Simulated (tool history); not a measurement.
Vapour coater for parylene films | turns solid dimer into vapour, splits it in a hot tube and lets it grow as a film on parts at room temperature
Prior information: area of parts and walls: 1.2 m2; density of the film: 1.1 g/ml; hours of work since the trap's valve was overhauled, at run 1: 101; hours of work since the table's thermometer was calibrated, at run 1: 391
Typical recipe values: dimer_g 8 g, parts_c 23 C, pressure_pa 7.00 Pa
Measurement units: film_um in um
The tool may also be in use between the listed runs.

run   hour  dimer_g  parts_c  pressure_pa  hours of work since the trap's valve was overhauled  hours of work since the table's thermometer was calibrated  film_um
  1    0.0        8       23         7.00                                                  101                                                         391     4.35
  2   16.6        8       23         7.00                                                  109                                                         399     4.40
  3   37.6        8       23         7.00                                                  119                                                         409     4.33
  4   52.0        8       17         7.00                                                  126                                                         416     5.41
  5   60.8        6       23         7.00                                                  130                                                         420     3.31
  6   76.2        5       23         7.00                                                  138                                                         428     2.71
  7   96.5        5       23         7.00                                                  147                                                         437     2.72
  8  110.4        8       32         7.00                                                  154                                                         444     3.07
  9  124.7        8       23         7.00                                                  161                                                         451     4.28
 10  142.1        8       23         7.00                                                  169                                                         460     4.34
 11  158.0        8       23         7.00                                                  177                                                         467     4.33
 12  172.3        8       23         7.00                                                  184                                                         474     4.33
 13  188.0        4       32         3.86                                                  192                                                         482     1.69
 14  200.0        6       16         7.00                                                  197                                                         487     4.24
 15  214.6        6       16         7.00                                                  204                                                         495     4.24
 16  229.8        4       20         4.95                                                  212                                                         502     2.54
 17  241.2       10       28         9.90                                                  217                                                         507     4.33
 18  252.8        3       28         9.90                                                  223                                                         513     1.23
 19  273.0        7       28        11.75                                                  233                                                         523     2.88
 20  286.9        8       24         3.03                                                  239                                                         529     4.81
 21  301.8        8       24         3.03                                                  247                                                         537     4.75
 22  311.7        8       33         5.43                                                  251                                                         541     3.10
 23  324.2        8       20         8.46                                                  257                                                         547     4.69
 24  343.8        8       23         3.96                                                  267                                                         557     4.73

What if the next run were any one of these 5? Each begins from the tool's condition after run 24:
  A  355.5        8       18         3.96                                                  272                                                         563        ?
  B  355.5        9       27         5.32                                                  272                                                         563        ?
  C  355.5        8       23         3.96                                                  272                                                         563        ?
  D  355.5        5       26         8.44                                                  272                                                         563        ?
  E  355.5        8       23         3.12                                                  272                                                         563        ?

run  film_um
  A     5.74
  B     4.39
  C     4.73
  D     2.34
  E     4.96
Without the tool's hidden state the same runs would have given:
run  film_um
  A     5.77
  B     4.41
  C     4.75
  D     2.35
  E     4.98
